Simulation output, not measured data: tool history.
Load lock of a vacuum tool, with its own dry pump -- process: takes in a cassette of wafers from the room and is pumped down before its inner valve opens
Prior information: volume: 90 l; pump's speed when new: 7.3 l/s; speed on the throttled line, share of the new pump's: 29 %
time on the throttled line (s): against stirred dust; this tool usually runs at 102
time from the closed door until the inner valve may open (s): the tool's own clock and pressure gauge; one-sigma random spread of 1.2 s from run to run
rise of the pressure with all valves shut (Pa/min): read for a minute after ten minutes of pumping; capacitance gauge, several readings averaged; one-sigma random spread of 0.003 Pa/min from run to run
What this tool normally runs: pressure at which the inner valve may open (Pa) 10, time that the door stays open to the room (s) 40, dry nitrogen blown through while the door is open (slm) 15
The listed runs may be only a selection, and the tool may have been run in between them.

run      day  time on the throttled line (s)  pressure at which the inner valve may open (Pa)  time that the door stays open to the room (s)  dry nitrogen blown through while the door is open (slm)  incoming humidity of the room's air, %  time from the closed door until the inner valve may open (s)  rise of the pressure with all valves shut (Pa/min)
  1        0                             102                                               10                                             40                                                       15                                    47.6                                                         184.6                                               0.011
  2   21.912                              85                                               10                                             40                                                       15                                    44.4                                                         172.9                                                0.01
  3   46.633                              85                                               10                                             40                                                       15                                    42.4                                                         172.7                                               0.011
  4    64.95                             102                                               10                                             40                                                       15                                      43                                                         187.1                                               0.014
  5   78.717                             102                                               10                                             40                                                       15                                    47.5                                                         186.4                                               0.007
  6   93.242                             102                                               10                                             40                                                       15                                    45.8                                                         186.1                                               0.015
  7  104.642                             102                                               10                                             40                                                       13                                    43.5                                                         185.7                                               0.015
  8  120.846                              66                                               11                                            127                                                        7                                    48.2                                                         158.5                                               0.029
  9  146.446                              66                                               11                                            127                                                        7                                    46.5                                                         158.7                                               0.023
 10  163.692                             102                                               10                                             40                                                       22                                    44.6                                                         185.2                                               0.013
 11  188.654                             102                                               10                                             40                                                       22                                    48.2                                                           186                                               0.016
 12   211.95                             102                                               14                                             71                                                        7                                    46.4                                                         181.2                                               0.019
 13  226.233                             110                                               10                                            188                                                       14                                    45.5                                                         192.3                                               0.025

Here are 5 independent what-if runs from the current tool condition. What would each one return?
  A  242.804                             110                                               12                                            188                                                       37                                    46.4                                                             ?                                                   ?
  B  242.804                              94                                                9                                             40                                                       15                                    48.7                                                             ?                                                   ?
  C  242.804                              76                                               10                                             52                                                        8                                    46.9                                                             ?                                                   ?
  D  242.804                             110                                               10                                            188                                                       26                                    45.4                                                             ?                                                   ?
  E  242.804                             110                                               10                                            191                                                       14                                    44.2                                                             ?                                                   ?

run  time from the closed door until the inner valve may open (s)  rise of the pressure with all valves shut (Pa/min)
  A                                                         188.5                                               0.017
  B                                                         181.3                                               0.014
  C                                                         167.7                                               0.022
  D                                                         192.5                                               0.019
  E                                                         191.9                                                0.02
Had the tool no hidden state, the same runs would have come out as:
run  time from the closed door until the inner valve may open (s)  rise of the pressure with all valves shut (Pa/min)
  A                                                         188.5                                               0.015
  B                                                         181.2                                               0.013
  C                                                         167.7                                               0.021
  D                                                         192.5                                               0.018
  E                                                         191.8                                               0.019
